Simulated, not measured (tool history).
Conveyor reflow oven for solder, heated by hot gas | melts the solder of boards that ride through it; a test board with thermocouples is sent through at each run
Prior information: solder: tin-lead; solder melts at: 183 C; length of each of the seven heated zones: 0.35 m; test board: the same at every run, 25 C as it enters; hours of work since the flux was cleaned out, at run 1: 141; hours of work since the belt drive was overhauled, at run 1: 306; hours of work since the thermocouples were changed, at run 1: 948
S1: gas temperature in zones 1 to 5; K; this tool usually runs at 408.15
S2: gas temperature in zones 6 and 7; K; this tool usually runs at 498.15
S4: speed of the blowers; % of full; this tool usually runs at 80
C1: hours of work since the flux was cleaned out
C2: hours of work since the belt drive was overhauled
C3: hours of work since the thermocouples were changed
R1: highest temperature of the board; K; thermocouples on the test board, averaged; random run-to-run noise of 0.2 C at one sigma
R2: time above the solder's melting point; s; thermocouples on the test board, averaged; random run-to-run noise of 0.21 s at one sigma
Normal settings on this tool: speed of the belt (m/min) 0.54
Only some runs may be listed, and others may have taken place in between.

Run 1, hour 0: usual settings; C1 141; C2 306; C3 948. Result: R1 487.95 K, R2 57.1 s.
Run 2, hour 22.2: usual settings; C1 152; C2 318; C3 959. Result: R1 487.45 K, R2 56.5 s.
Run 3, hour 42.3: usual settings but S1 412.15 K; C1 162; C2 328; C3 970. Result: R1 487.95 K, R2 58.3 s.
Run 4, hour 81.2: usual settings but S1 398.15 K; C1 182; C2 348; C3 990. Result: R1 486.15 K, R2 52.3 s.
Run 5, hour 104: usual settings; C1 194; C2 360; C3 1001. Result: R1 487.85 K, R2 56.5 s.
Run 6, hour 141.4: usual settings; C1 213; C2 379; C3 1021. Result: R1 487.25 K, R2 56.3 s.
Run 7, hour 179.2: usual settings; C1 233; C2 398; C3 1040. Result: R1 487.65 K, R2 56.1 s.
Run 8, hour 196.7: usual settings; C1 242; C2 407; C3 1049. Result: R1 487.55 K, R2 56.1 s.

For run 9, what comes out?
Run 9, hour 231.5: usual settings; C1 259; C2 425; C3 1067. Result: R1 ?, R2 ?.

Run 9 gave R1 487.35 K, R2 55.8 s.
Were there no unlogged condition in the tool, this run, its random variation unchanged, would have produced R1 487.35 K, R2 56.1 s.
